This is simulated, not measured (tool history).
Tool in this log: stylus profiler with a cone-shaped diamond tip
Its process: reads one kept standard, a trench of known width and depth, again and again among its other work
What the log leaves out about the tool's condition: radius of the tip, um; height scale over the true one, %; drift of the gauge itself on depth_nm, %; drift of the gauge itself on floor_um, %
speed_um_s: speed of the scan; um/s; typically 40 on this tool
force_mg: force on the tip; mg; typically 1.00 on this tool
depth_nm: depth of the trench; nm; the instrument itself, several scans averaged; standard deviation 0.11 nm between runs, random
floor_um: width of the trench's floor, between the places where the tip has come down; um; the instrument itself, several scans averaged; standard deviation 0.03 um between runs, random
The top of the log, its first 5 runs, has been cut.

run	hour	speed_um_s	force_mg	scans with this tip	hours of work since the height scale was calibrated	depth_nm	floor_um
6	519.6	95	1.00	10821	724	201.64	45.64
7	619.0	95	1.00	11626	778	201.57	45.58
8	676.1	95	1.00	12089	809	201.46	45.63
9	785.2	95	1.00	12972	868	201.69	45.52
# hour 817.8: height scale calibrated on a step standard
10	883.2	21	1.00	13761	35	200.88	46.24
11	966.9	103	1.00	14439	81	200.79	45.41
12	1054.8	97	1.00	15151	128	200.98	45.44
13	1139.3	11	1.00	15835	174	200.86	46.24
14	1236.7	11	1.00	16623	227	201.10	46.21
15	1301.6	31	1.00	17149	262	201.00	45.93
16	1383.5	31	1.00	17812	307	201.12	45.95
17	1478.8	31	1.00	18584	358	201.35	45.93
18	1565.8	31	1.00	19288	405	201.19	45.87
19	1619.6	15	1.00	19724	435	201.54	46.02
20	1726.2	15	0.79	20587	492	201.05	45.93
21	1808.0	35	1.00	21249	537	201.29	45.78
# hour 1827.5: new tip fitted, height scale calibrated
22	1904.0	40	1.00	619	41	201.01	46.73
23	1992.7	40	1.00	1338	90	201.00	46.76
24	2112.8	126	0.64	2310	155	201.01	45.50
25	2217.9	14	0.53	3161	212	200.81	46.82
26	2311.3	14	0.53	3917	262	200.85	46.74
27	2404.3	84	0.53	4670	313	200.90	45.86

For run 28, what comes out?
28	2507.0	79	0.68	5501	368	?	?

Run 28 gave depth_nm 200.95 nm, floor_um 45.92 um.
Minus the tool's unlogged condition, the same run would have read depth_nm 200.58 nm, floor_um 46.25 um.
